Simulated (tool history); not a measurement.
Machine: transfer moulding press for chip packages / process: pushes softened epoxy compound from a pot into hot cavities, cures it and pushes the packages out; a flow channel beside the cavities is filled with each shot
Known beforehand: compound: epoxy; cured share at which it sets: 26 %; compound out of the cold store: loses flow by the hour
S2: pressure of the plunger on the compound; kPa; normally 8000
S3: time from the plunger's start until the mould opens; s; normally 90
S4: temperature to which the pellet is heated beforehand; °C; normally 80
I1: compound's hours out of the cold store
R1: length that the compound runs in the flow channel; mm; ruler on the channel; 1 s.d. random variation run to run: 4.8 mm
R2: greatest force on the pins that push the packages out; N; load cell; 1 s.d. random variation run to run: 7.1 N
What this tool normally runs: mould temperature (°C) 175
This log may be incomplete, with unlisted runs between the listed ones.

{"run": 1, "hour": 0.0, "mould temperature (°C)": 175, "S2": 8000, "S3": 90, "S4": 80, "I1": 17.2, "R1": 805, "R2": 403}
{"hour": 21.5, "done": "cavities cleaned with cleaning compound and waxed"}
{"hour": 73.3, "done": "cavities cleaned with cleaning compound and waxed"}
{"run": 2, "hour": 93.0, "mould temperature (°C)": 175, "S2": 8000, "S3": 90, "S4": 80, "I1": 44.3, "R1": 677, "R2": 338}
{"hour": 127.0, "done": "cavities cleaned with cleaning compound and waxed"}
{"run": 3, "hour": 133.0, "mould temperature (°C)": 167, "S2": 8000, "S3": 90, "S4": 80, "I1": 44.9, "R1": 694, "R2": 475}
{"hour": 179.3, "done": "cavities cleaned with cleaning compound and waxed"}
{"run": 4, "hour": 180.6, "mould temperature (°C)": 167, "S2": 8000, "S3": 90, "S4": 80, "I1": 20.5, "R1": 792, "R2": 476}
{"hour": 189.3, "done": "plunger's sealing rings changed"}
{"hour": 235.1, "done": "cavities cleaned with cleaning compound and waxed"}
{"run": 5, "hour": 260.1, "mould temperature (°C)": 175, "S2": 8000, "S3": 90, "S4": 71, "I1": 43.9, "R1": 685, "R2": 371}
{"hour": 291.9, "done": "cavities cleaned with cleaning compound and waxed"}
{"hour": 323.5, "done": "mould's thermocouples calibrated"}
{"run": 6, "hour": 335.6, "mould temperature (°C)": 175, "S2": 8000, "S3": 90, "S4": 71, "I1": 13.6, "R1": 810, "R2": 473}
{"hour": 353.0, "done": "cavities cleaned with cleaning compound and waxed"}
{"run": 7, "hour": 399.4, "mould temperature (°C)": 175, "S2": 8000, "S3": 90, "S4": 80, "I1": 9.3, "R1": 823, "R2": 482}
{"hour": 405.8, "done": "cavities cleaned with cleaning compound and waxed"}
{"hour": 413.1, "done": "plunger's sealing rings changed"}
{"run": 8, "hour": 447.8, "mould temperature (°C)": 175, "S2": 8000, "S3": 90, "S4": 90, "I1": 20.0, "R1": 789, "R2": 419}
{"hour": 462.6, "done": "cavities cleaned with cleaning compound and waxed"}
{"run": 9, "hour": 494.9, "mould temperature (°C)": 175, "S2": 8000, "S3": 90, "S4": 90, "I1": 20.7, "R1": 782, "R2": 408}
{"hour": 517.4, "done": "cavities cleaned with cleaning compound and waxed"}
{"hour": 569.4, "done": "cavities cleaned with cleaning compound and waxed"}
{"run": 10, "hour": 582.8, "mould temperature (°C)": 171, "S2": 8000, "S3": 90, "S4": 90, "I1": 22.6, "R1": 772, "R2": 448}
{"hour": 625.3, "done": "cavities cleaned with cleaning compound and waxed"}
{"hour": 639.7, "done": "plunger's sealing rings changed"}
{"run": 11, "hour": 671.1, "mould temperature (°C)": 175, "S2": 8000, "S3": 90, "S4": 80, "I1": 24.4, "R1": 772, "R2": 440}
{"hour": 683.9, "done": "cavities cleaned with cleaning compound and waxed"}
{"hour": 738.4, "done": "cavities cleaned with cleaning compound and waxed"}
{"run": 12, "hour": 738.4, "mould temperature (°C)": 175, "S2": 8000, "S3": 90, "S4": 80, "I1": 43.0, "R1": 680, "R2": 255}
{"run": 13, "hour": 786.4, "mould temperature (°C)": 179, "S2": 8000, "S3": 111, "S4": 80, "I1": 10.2, "R1": 808, "R2": 300}
{"hour": 794.2, "done": "cavities cleaned with cleaning compound and waxed"}
{"hour": 848.4, "done": "cavities cleaned with cleaning compound and waxed"}
{"run": 14, "hour": 851.6, "mould temperature (°C)": 176, "S2": 8000, "S3": 90, "S4": 87, "I1": 35.5, "R1": 695, "R2": 260}
{"hour": 860.7, "done": "plunger's sealing rings changed"}
{"hour": 908.0, "done": "cavities cleaned with cleaning compound and waxed"}
{"run": 15, "hour": 927.1, "mould temperature (°C)": 175, "S2": 8000, "S3": 85, "S4": 78, "I1": 31.4, "R1": 736, "R2": 412}
{"hour": 962.0, "done": "cavities cleaned with cleaning compound and waxed"}
{"run": 16, "hour": 978.1, "mould temperature (°C)": 175, "S2": 7530, "S3": 90, "S4": 80, "I1": 12.4, "R1": 791, "R2": 364}
{"hour": 1019.0, "done": "cavities cleaned with cleaning compound and waxed"}
{"run": 17, "hour": 1032.8, "mould temperature (°C)": 175, "S2": 8060, "S3": 86, "S4": 80, "I1": 14.1, "R1": 804, "R2": 390}
{"hour": 1075.7, "done": "cavities cleaned with cleaning compound and waxed"}
{"hour": 1085.6, "done": "plunger's sealing rings changed"}
{"run": 18, "hour": 1127.2, "mould temperature (°C)": 175, "S2": 7790, "S3": 73, "S4": 80, "I1": 18.0, "R1": 795, "R2": 724}
{"hour": 1136.6, "done": "cavities cleaned with cleaning compound and waxed"}
{"hour": 1189.8, "done": "cavities cleaned with cleaning compound and waxed"}
{"run": 19, "hour": 1195.0, "mould temperature (°C)": 183, "S2": 8800, "S3": 88, "S4": 80, "I1": 46.2, "R1": 675, "R2": 231}
{"hour": 1243.1, "done": "cavities cleaned with cleaning compound and waxed"}
{"run": 20, "hour": 1243.1, "mould temperature (°C)": 170, "S2": 9430, "S3": 122, "S4": 74, "I1": 25.4, "R1": 830, "R2": 201}

Run 21 comes next. What will it give?
{"hour": 1293.8, "done": "mould's thermocouples calibrated"}
{"hour": 1297.7, "done": "cavities cleaned with cleaning compound and waxed"}
{"run": 21, "hour": 1297.7, "mould temperature (°C)": 170, "S2": 9430, "S3": 122, "S4": 74, "I1": 42.3, "R1": "?", "R2": "?"}

Run 21 yielded R1 745 mm, R2 210 N.
Take away the tool's hidden state, keep the run-to-run variation as it was, and the same run would have given R1 771 mm, R2 209 N.
